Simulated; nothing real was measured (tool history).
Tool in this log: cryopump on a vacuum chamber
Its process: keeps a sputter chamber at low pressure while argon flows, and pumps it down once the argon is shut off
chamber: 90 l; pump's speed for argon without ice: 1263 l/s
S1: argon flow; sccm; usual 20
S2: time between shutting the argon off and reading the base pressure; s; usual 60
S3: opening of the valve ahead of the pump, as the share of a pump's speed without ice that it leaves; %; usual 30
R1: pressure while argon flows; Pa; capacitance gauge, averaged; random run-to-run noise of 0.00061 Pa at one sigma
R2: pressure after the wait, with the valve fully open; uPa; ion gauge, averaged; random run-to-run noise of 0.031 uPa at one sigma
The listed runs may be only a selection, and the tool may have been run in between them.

{"run": 1, "hour": 0.0, "S1": 20, "S2": 60, "S3": 30, "R1": 0.091, "R2": 3.16}
{"run": 2, "hour": 11.4, "S1": 20, "S2": 60, "S3": 30, "R1": 0.0908, "R2": 3.07}
{"run": 3, "hour": 27.9, "S1": 20, "S2": 60, "S3": 39, "R1": 0.0707, "R2": 3.23}
{"run": 4, "hour": 39.9, "S1": 20, "S2": 60, "S3": 39, "R1": 0.0705, "R2": 3.21}
{"run": 5, "hour": 50.4, "S1": 20, "S2": 60, "S3": 30, "R1": 0.0898, "R2": 3.32}
{"hour": 57.2, "done": "leaking fittings of the chamber tightened, without venting"}
{"run": 6, "hour": 66.3, "S1": 20, "S2": 60, "S3": 30, "R1": 0.0909, "R2": 1.62}
{"run": 7, "hour": 73.6, "S1": 20, "S2": 42, "S3": 30, "R1": 0.0906, "R2": 2.22}
{"run": 8, "hour": 88.7, "S1": 20, "S2": 42, "S3": 30, "R1": 0.0902, "R2": 2.2}
{"run": 9, "hour": 95.8, "S1": 20, "S2": 42, "S3": 30, "R1": 0.0901, "R2": 2.21}
{"run": 10, "hour": 112.2, "S1": 20, "S2": 42, "S3": 30, "R1": 0.0918, "R2": 2.25}
{"run": 11, "hour": 125.4, "S1": 20, "S2": 60, "S3": 30, "R1": 0.091, "R2": 1.65}
{"run": 12, "hour": 138.3, "S1": 20, "S2": 60, "S3": 30, "R1": 0.0914, "R2": 1.64}
{"run": 13, "hour": 149.3, "S1": 20, "S2": 60, "S3": 30, "R1": 0.0903, "R2": 1.61}
{"run": 14, "hour": 164.7, "S1": 20, "S2": 60, "S3": 30, "R1": 0.0924, "R2": 1.65}
{"run": 15, "hour": 177.3, "S1": 20, "S2": 60, "S3": 22, "R1": 0.1251, "R2": 1.63}
{"run": 16, "hour": 193.1, "S1": 20, "S2": 60, "S3": 30, "R1": 0.0925, "R2": 1.7}
{"run": 17, "hour": 201.7, "S1": 20, "S2": 60, "S3": 43, "R1": 0.0637, "R2": 1.67}
{"run": 18, "hour": 213.2, "S1": 20, "S2": 60, "S3": 43, "R1": 0.0642, "R2": 1.65}
{"run": 19, "hour": 229.2, "S1": 12, "S2": 75, "S3": 43, "R1": 0.0388, "R2": 1.41}
{"run": 20, "hour": 239.9, "S1": 19, "S2": 54, "S3": 30, "R1": 0.0869, "R2": 1.89}
{"run": 21, "hour": 256.1, "S1": 15, "S2": 60, "S3": 33, "R1": 0.062, "R2": 1.67}
{"run": 22, "hour": 266.4, "S1": 13, "S2": 20, "S3": 35, "R1": 0.0514, "R2": 4.42}
{"run": 23, "hour": 279.4, "S1": 25, "S2": 20, "S3": 30, "R1": 0.1151, "R2": 4.42}
{"run": 24, "hour": 292.4, "S1": 20, "S2": 27, "S3": 22, "R1": 0.1234, "R2": 3.42}
{"run": 25, "hour": 304.5, "S1": 11, "S2": 29, "S3": 44, "R1": 0.0348, "R2": 3.23}
{"run": 26, "hour": 312.7, "S1": 20, "S2": 186, "S3": 20, "R1": 0.1357, "R2": 0.83}
{"run": 27, "hour": 322.9, "S1": 29, "S2": 53, "S3": 30, "R1": 0.1333, "R2": 1.92}
{"run": 28, "hour": 338.9, "S1": 29, "S2": 53, "S3": 30, "R1": 0.132, "R2": 1.93}
{"run": 29, "hour": 350.3, "S1": 29, "S2": 53, "S3": 30, "R1": 0.1348, "R2": 1.92}
{"run": 30, "hour": 365.6, "S1": 12, "S2": 140, "S3": 56, "R1": 0.0303, "R2": 0.94}
{"run": 31, "hour": 373.2, "S1": 20, "S2": 60, "S3": 27, "R1": 0.1019, "R2": 1.76}
{"run": 32, "hour": 386.7, "S1": 8, "S2": 36, "S3": 27, "R1": 0.0411, "R2": 2.68}
{"run": 33, "hour": 402.7, "S1": 20, "S2": 148, "S3": 30, "R1": 0.0931, "R2": 0.96}
{"run": 34, "hour": 418.7, "S1": 28, "S2": 287, "S3": 24, "R1": 0.1603, "R2": 0.68}

Alternative continuations, all from the tool just after run 34; predict every row:
{"run": "A", "hour": 426.0, "S1": 21, "S2": 40, "S3": 21, "R1": "?", "R2": "?"}
{"run": "B", "hour": 426.0, "S1": 31, "S2": 60, "S3": 30, "R1": "?", "R2": "?"}
{"run": "C", "hour": 426.0, "S1": 29, "S2": 60, "S3": 27, "R1": "?", "R2": "?"}

run=A R1=0.1374 R2=2.52
run=B R1=0.144 R2=1.78
run=C R1=0.1487 R2=1.83
The same runs, with their run-to-run variation unchanged, on a tool lacking any hidden condition would have given:
run=A R1=0.1343 R2=2.35
run=B R1=0.1394 R2=1.61
run=C R1=0.1444 R2=1.65
